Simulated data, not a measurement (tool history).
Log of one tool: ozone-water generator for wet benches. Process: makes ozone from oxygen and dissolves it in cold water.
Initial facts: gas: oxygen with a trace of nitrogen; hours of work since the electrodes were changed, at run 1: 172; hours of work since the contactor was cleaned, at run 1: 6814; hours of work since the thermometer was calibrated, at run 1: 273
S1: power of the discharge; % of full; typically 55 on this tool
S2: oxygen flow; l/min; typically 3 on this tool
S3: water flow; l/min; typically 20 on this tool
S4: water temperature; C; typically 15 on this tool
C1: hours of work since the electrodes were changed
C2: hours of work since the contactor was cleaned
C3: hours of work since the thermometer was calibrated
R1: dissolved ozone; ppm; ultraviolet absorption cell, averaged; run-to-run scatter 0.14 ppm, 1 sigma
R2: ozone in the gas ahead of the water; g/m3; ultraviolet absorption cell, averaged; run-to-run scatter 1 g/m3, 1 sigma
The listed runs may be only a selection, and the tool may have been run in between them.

run	hour	S1	S2	S3	S4	C1	C2	C3	R1	R2
1	0	55	3	20	15	172	6814	273	15.6	179.6
2	66.2	55	3	20	15	232	6874	332	15.7	179.7
3	134.7	55	3	20	15	293	6935	394	15.3	177.4
4	173.4	55	3	20	15	328	6970	429	15.8	178.3
5	234.7	55	3	20	15	383	7025	484	15.4	177.1
6	293.2	55	3	20	15	435	7078	536	15.5	179.2
7	352.2	46	3	20	12	489	7131	589	13.7	154.3
8	427.9	42	5.36	21	22	557	7199	657	12.4	114.3
9	481.1	55	3.87	12	15	604	7247	705	24.7	161.2
10	558.9	55	3.87	12	15	674	7317	775	24.8	159
11	603.9	55	3.87	12	15	715	7357	815	24.9	161.6

Alternative continuations, all from the tool just after run 11; predict every row:
A	654.8	78	3.87	13	15	760	7403	861	?	?
B	654.8	55	1.69	29	15	760	7403	861	?	?
C	654.8	66	3.87	12	20	760	7403	861	?	?
D	654.8	75	3.87	29	8	760	7403	861	?	?

run	R1	R2
A	30.8	213.9
B	8	224.1
C	26.3	186.7
D	15.4	204.9
Without the tool's hidden state the same runs would have given:
run	R1	R2
A	32.1	216.5
B	8.6	226.2
C	27.3	188.7
D	16.5	207.3
